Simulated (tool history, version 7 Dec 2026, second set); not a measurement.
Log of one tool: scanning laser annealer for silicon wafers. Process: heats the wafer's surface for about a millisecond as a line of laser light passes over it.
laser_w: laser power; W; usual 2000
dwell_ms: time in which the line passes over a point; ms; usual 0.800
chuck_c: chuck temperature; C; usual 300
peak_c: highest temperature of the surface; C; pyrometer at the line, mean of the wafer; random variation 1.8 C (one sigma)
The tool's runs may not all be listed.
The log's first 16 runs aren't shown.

Run 17, hour 121.8: usual settings but dwell_ms 0.741 ms. Result: peak_c 1011 C.
Run 18, hour 126.4: usual settings but dwell_ms 0.741 ms. Result: peak_c 1011 C.
Run 19, hour 135.3: usual settings but dwell_ms 0.741 ms. Result: peak_c 1010 C.
Run 20, hour 141.4: usual settings but dwell_ms 0.741 ms. Result: peak_c 1011 C.
Run 21, hour 149.3: usual settings but chuck_c 302 C. Result: peak_c 1040 C.
Run 22, hour 159.2: usual settings but laser_w 1998 W, chuck_c 308 C. Result: peak_c 1044 C.
Run 23, hour 164.5: usual settings but laser_w 1998 W, chuck_c 308 C. Result: peak_c 1046 C.
Run 24, hour 175.2: usual settings but laser_w 1998 W, dwell_ms 0.642 ms, chuck_c 282 C. Result: peak_c 941 C.
Run 25, hour 180.7: usual settings but dwell_ms 0.940 ms, chuck_c 288 C. Result: peak_c 1081 C.
Run 26, hour 187.3: usual settings but dwell_ms 0.618 ms, chuck_c 278 C. Result: peak_c 932 C.
Run 27, hour 195.7: usual settings but laser_w 1927 W, dwell_ms 0.996 ms. Result: peak_c 1075 C.
Run 28, hour 200.7: usual settings but laser_w 1927 W, dwell_ms 0.996 ms. Result: peak_c 1075 C.
Run 29, hour 207.4: usual settings but laser_w 1927 W, dwell_ms 0.996 ms. Result: peak_c 1077 C.
Run 30, hour 215.2: usual settings but laser_w 1927 W, dwell_ms 0.721 ms, chuck_c 313 C. Result: peak_c 981 C.
Run 31, hour 220.8: usual settings but dwell_ms 0.940 ms, chuck_c 276 C. Result: peak_c 1069 C.
Run 32, hour 226.6: usual settings but laser_w 1815 W, dwell_ms 0.803 ms. Result: peak_c 951 C.
Run 33, hour 233.8: usual settings but laser_w 1815 W, dwell_ms 0.829 ms. Result: peak_c 958 C.
Run 34, hour 241.7: usual settings but laser_w 1795 W, dwell_ms 0.703 ms, chuck_c 274 C. Result: peak_c 875 C.
Run 35, hour 246.6: usual settings but laser_w 1795 W, dwell_ms 0.703 ms, chuck_c 274 C. Result: peak_c 871 C.
Run 36, hour 257.4: usual settings but laser_w 1795 W, dwell_ms 0.900 ms, chuck_c 333 C. Result: peak_c 1008 C.
Run 37, hour 263.2: usual settings but laser_w 1795 W, dwell_ms 0.900 ms, chuck_c 333 C. Result: peak_c 1007 C.
Run 38, hour 274.1: usual settings but laser_w 1795 W, dwell_ms 0.900 ms, chuck_c 333 C. Result: peak_c 1005 C.
Run 39, hour 278.8: usual settings but dwell_ms 0.639 ms. Result: peak_c 962 C.
Run 40, hour 285.2: usual settings but dwell_ms 0.735 ms. Result: peak_c 1002 C.
Run 41, hour 295.6: usual settings but laser_w 1933 W, dwell_ms 0.703 ms, chuck_c 315 C. Result: peak_c 979 C.

Forecast each of these 3 alternatives for the next run:
Run A, hour 303.2: usual settings but laser_w 1950 W, dwell_ms 0.703 ms, chuck_c 315 C. Result: peak_c ?.
Run B, hour 303.2: usual settings but laser_w 2116 W, dwell_ms 0.651 ms, chuck_c 287 C. Result: peak_c ?.
Run C, hour 303.2: usual settings but laser_w 1933 W, dwell_ms 0.955 ms, chuck_c 290 C. Result: peak_c ?.

run  peak_c
  A     981
  B    1006
  C    1052
Without the tool's hidden state the same runs would have given:
run  peak_c
  A    1006
  B    1034
  C    1081

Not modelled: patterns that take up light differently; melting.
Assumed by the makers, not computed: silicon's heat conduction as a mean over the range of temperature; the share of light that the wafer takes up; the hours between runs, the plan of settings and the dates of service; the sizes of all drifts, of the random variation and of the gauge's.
